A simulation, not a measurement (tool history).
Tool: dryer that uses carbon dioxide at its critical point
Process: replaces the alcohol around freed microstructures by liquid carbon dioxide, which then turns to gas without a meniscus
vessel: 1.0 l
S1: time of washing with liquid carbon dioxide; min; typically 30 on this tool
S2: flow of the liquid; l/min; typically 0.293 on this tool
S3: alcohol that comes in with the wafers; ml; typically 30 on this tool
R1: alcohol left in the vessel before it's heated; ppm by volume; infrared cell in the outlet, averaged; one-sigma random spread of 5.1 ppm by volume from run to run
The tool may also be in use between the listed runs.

run 1 hour=0.0 | S1=30 S2=0.293 S3=30 | R1=188
run 2 hour=25.5 | S1=30 S2=0.236 S3=30 | R1=368
run 3 hour=52.5 | S1=30 S2=0.293 S3=30 | R1=223
run 4 hour=100.4 | S1=30 S2=0.463 S3=30 | R1=130
run 5 hour=147.0 | S1=30 S2=0.293 S3=30 | R1=236
run 6 hour=184.0 | S1=30 S2=0.293 S3=30 | R1=176
run 7 hour=211.7 | S1=30 S2=0.293 S3=30 | R1=188
run 8 hour=264.6 | S1=30 S2=0.293 S3=30 | R1=194
run 9 hour=287.5 | S1=30 S2=0.293 S3=30 | R1=198
run 10 hour=339.7 | S1=30 S2=0.293 S3=30 | R1=208
run 11 hour=392.5 | S1=30 S2=0.402 S3=30 | R1=153
run 12 hour=445.6 | S1=30 S2=0.293 S3=30 | R1=233
run 13 hour=468.4 | S1=30 S2=0.293 S3=30 | R1=246
run 14 hour=517.3 | S1=30 S2=0.293 S3=30 | R1=244
run 15 hour=559.3 | S1=30 S2=0.293 S3=30 | R1=253
run 16 hour=615.2 | S1=30 S2=0.293 S3=30 | R1=265
run 17 hour=647.9 | S1=30 S2=0.293 S3=30 | R1=229
run 18 hour=696.7 | S1=30 S2=0.293 S3=30 | R1=234
run 19 hour=724.5 | S1=30 S2=0.293 S3=30 | R1=245
run 20 hour=753.4 | S1=30 S2=0.293 S3=30 | R1=75
run 21 hour=802.6 | S1=38 S2=0.293 S3=30 | R1=22
run 22 hour=853.1 | S1=30 S2=0.293 S3=30 | R1=78
run 23 hour=882.1 | S1=30 S2=0.270 S3=30 | R1=133
run 24 hour=912.7 | S1=40 S2=0.492 S3=94 | R1=15
run 25 hour=935.2 | S1=42 S2=0.315 S3=43 | R1=33
run 26 hour=985.6 | S1=35 S2=0.315 S3=69 | R1=73
run 27 hour=1033.9 | S1=30 S2=0.464 S3=30 | R1=39
run 28 hour=1058.8 | S1=30 S2=0.464 S3=30 | R1=48
run 29 hour=1104.6 | S1=39 S2=0.464 S3=30 | R1=47
run 30 hour=1149.2 | S1=38 S2=0.210 S3=118 | R1=378
run 31 hour=1186.7 | S1=26 S2=0.293 S3=22 | R1=149
run 32 hour=1212.1 | S1=35 S2=0.293 S3=95 | R1=121
run 33 hour=1252.5 | S1=35 S2=0.293 S3=95 | R1=127
run 34 hour=1287.0 | S1=22 S2=0.293 S3=30 | R1=383
run 35 hour=1340.7 | S1=38 S2=0.234 S3=30 | R1=123
run 36 hour=1369.8 | S1=40 S2=0.198 S3=23 | R1=163
run 37 hour=1420.1 | S1=23 S2=0.293 S3=30 | R1=378
run 38 hour=1468.9 | S1=23 S2=0.293 S3=57 | R1=671
run 39 hour=1516.1 | S1=23 S2=0.293 S3=57 | R1=720
run 40 hour=1542.1 | S1=23 S2=0.293 S3=57 | R1=755
run 41 hour=1597.3 | S1=44 S2=0.293 S3=97 | R1=118
run 42 hour=1634.4 | S1=44 S2=0.293 S3=97 | R1=103
run 43 hour=1666.2 | S1=44 S2=0.293 S3=97 | R1=116
run 44 hour=1708.1 | S1=30 S2=0.373 S3=26 | R1=110
run 45 hour=1763.9 | S1=27 S2=0.342 S3=66 | R1=208
run 46 hour=1802.8 | S1=38 S2=0.255 S3=91 | R1=222

Withheld: 5 entries from between the runs. Position of each, and hidden state at the listed run before versus the listed run after:
From run 5 to run 6: inlet filter changed (hour 150.9)
  flow that reaches the vessel past the clogged filter, %: 88.4 -> 99.1; alcohol in the recycled carbon dioxide, ppm: 128.9 -> 132.3
  measured value less the no-hidden-state value, R1: +177 -> +129 ppm by volume
From run 16 to run 17: inlet filter changed (hour 642.8)
  flow that reaches the vessel past the clogged filter, %: 89.4 -> 99.7; alcohol in the recycled carbon dioxide, ppm: 176.6 -> 179.8
  measured value less the no-hidden-state value, R1: +221 -> +176 ppm by volume
From run 19 to run 20: purifier's bed changed (hour 734.7)
  flow that reaches the vessel past the clogged filter, %: 98 -> 97.4; alcohol in the recycled carbon dioxide, ppm: 188.1 -> 7.9
  measured value less the no-hidden-state value, R1: +188 -> +12 ppm by volume
From run 29 to run 30: inlet filter changed (hour 1135.7)
  flow that reaches the vessel past the clogged filter, %: 89.1 -> 99.3; alcohol in the recycled carbon dioxide, ppm: 43.2 -> 47.6
  measured value less the no-hidden-state value, R1: +38 -> +55 ppm by volume
From run 41 to run 42: inlet filter changed (hour 1627.7)
  flow that reaches the vessel past the clogged filter, %: 89.4 -> 99.4; alcohol in the recycled carbon dioxide, ppm: 93.4 -> 97.1
  measured value less the no-hidden-state value, R1: +104 -> +94 ppm by volume
